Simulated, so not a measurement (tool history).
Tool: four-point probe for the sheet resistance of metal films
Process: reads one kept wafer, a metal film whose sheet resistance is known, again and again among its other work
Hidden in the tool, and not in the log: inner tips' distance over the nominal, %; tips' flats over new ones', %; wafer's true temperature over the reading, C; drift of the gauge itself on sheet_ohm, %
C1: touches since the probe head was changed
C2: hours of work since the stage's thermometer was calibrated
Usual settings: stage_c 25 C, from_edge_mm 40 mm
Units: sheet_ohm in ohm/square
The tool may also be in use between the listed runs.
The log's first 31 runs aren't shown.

Run 32, day 137.379: usual settings but stage_c 35 C, from_edge_mm 32 mm; C1 36600; C2 761. Result: sheet_ohm 20.723581 ohm/square.
Run 33, day 140.208: usual settings but stage_c 35 C, from_edge_mm 32 mm; C1 39765; C2 799. Result: sheet_ohm 20.724771 ohm/square.
Run 34, day 144.183: usual settings but stage_c 28 C, from_edge_mm 3 mm; C1 44213; C2 851. Result: sheet_ohm 21.088375 ohm/square.
Run 35, day 146.675: usual settings but stage_c 28 C, from_edge_mm 3 mm; C1 47006; C2 884. Result: sheet_ohm 21.081167 ohm/square.
Run 36, day 150.062: usual settings but stage_c 21 C, from_edge_mm 8 mm; C1 50797; C2 929. Result: sheet_ohm 20.871099 ohm/square.
Run 37, day 154.738: usual settings but stage_c 34 C, from_edge_mm 5 mm; C1 56025; C2 991. Result: sheet_ohm 20.860992 ohm/square.
Run 38, day 157.558: usual settings but from_edge_mm 10 mm; C1 59184; C2 1029. Result: sheet_ohm 20.836152 ohm/square.
Run 39, day 160.354: usual settings but stage_c 21 C, from_edge_mm 4 mm; C1 62314; C2 1066. Result: sheet_ohm 21.013620 ohm/square.
Run 40, day 163.275: usual settings but stage_c 29 C, from_edge_mm 33 mm; C1 65582; C2 1105. Result: sheet_ohm 20.791710 ohm/square.
Run 41, day 166.738: usual settings but stage_c 31 C, from_edge_mm 46 mm; C1 69457; C2 1151. Result: sheet_ohm 20.778035 ohm/square.
Run 42, day 170.154: usual settings but stage_c 23 C, from_edge_mm 3 mm; C1 73280; C2 1196. Result: sheet_ohm 21.136844 ohm/square.
Run 43, day 174.638: usual settings but stage_c 23 C, from_edge_mm 3 mm; C1 78300; C2 1255. Result: sheet_ohm 21.148095 ohm/square.
Run 44, day 178.112: usual settings but stage_c 24 C, from_edge_mm 7 mm; C1 82188; C2 1302. Result: sheet_ohm 20.887110 ohm/square.

3 ways to go on from here, each from the tool as it stands after run 44. What would each give?
Run A, day 183.962: usual settings but stage_c 19 C, from_edge_mm 7 mm; C1 88735; C2 1379. Result: sheet_ohm ?.
Run B, day 183.962: usual settings but stage_c 30 C, from_edge_mm 44 mm; C1 88735; C2 1379. Result: sheet_ohm ?.
Run C, day 183.962: usual settings but stage_c 34 C, from_edge_mm 7 mm; C1 88735; C2 1379. Result: sheet_ohm ?.

run  sheet_ohm
  A  20.935952
  B  20.808359
  C  20.832129
Without the tool's hidden state the same runs would have given:
run  sheet_ohm
  A  20.868067
  B  20.739627
  C  20.762910
